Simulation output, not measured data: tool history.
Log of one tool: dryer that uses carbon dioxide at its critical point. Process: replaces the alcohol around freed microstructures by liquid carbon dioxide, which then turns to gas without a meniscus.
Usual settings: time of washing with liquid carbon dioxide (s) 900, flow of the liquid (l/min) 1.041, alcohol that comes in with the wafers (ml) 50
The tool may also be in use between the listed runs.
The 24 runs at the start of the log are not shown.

| run | hour | time of washing with liquid carbon dioxide (s) | flow of the liquid (l/min) | alcohol that comes in with the wafers (ml) | hours of work since the filter was changed | hours of work since the purifier's bed was changed | alcohol left in the vessel before it's heated (ppm by volume) |
|---|---|---|---|---|---|---|---|
| 25 | 213.9 | 900 | 1.041 | 41 | 118 | 549 | 216 |
| 26 | 221.1 | 900 | 1.041 | 41 | 123 | 554 | 211 |
| 27 | 232.9 | 1200 | 1.041 | 50 | 132 | 563 | 211 |
| 28 | 245.3 | 900 | 1.71 | 36 | 141 | 573 | 209 |
| 29 | 252.7 | 600 | 0.98 | 90 | 147 | 578 | 614 |
| 30 | 259.7 | 900 | 0.77 | 50 | 152 | 583 | 285 |
| 31 | 272.7 | 900 | 0.77 | 50 | 162 | 593 | 300 |
| 32 | 282.1 | 1200 | 0.77 | 30 | 169 | 600 | 234 |
| 33 | 290.3 | 1320 | 1.64 | 55 | 175 | 606 | 224 |
| 34 | 299.5 | 960 | 0.72 | 50 | 182 | 613 | 308 |
| 35 | 311 | 900 | 1.041 | 28 | 191 | 622 | 238 |
| 36 | 321.5 | 600 | 1.21 | 28 | 199 | 630 | 277 |
| 37 | 333.9 | 600 | 1.21 | 28 | 208 | 639 | 280 |
| 38 | 339.5 | 840 | 1.36 | 28 | 212 | 643 | 224 |

For run 39, what comes out?
| 39 | 346 | 1260 | 1.17 | 62 | 217 | 648 | ? |

For run 39 the tool returned alcohol left in the vessel before it's heated (ppm by volume) 231.
Were there no unlogged condition in the tool, this run, its random variation unchanged, would have produced alcohol left in the vessel before it's heated (ppm by volume) 0.

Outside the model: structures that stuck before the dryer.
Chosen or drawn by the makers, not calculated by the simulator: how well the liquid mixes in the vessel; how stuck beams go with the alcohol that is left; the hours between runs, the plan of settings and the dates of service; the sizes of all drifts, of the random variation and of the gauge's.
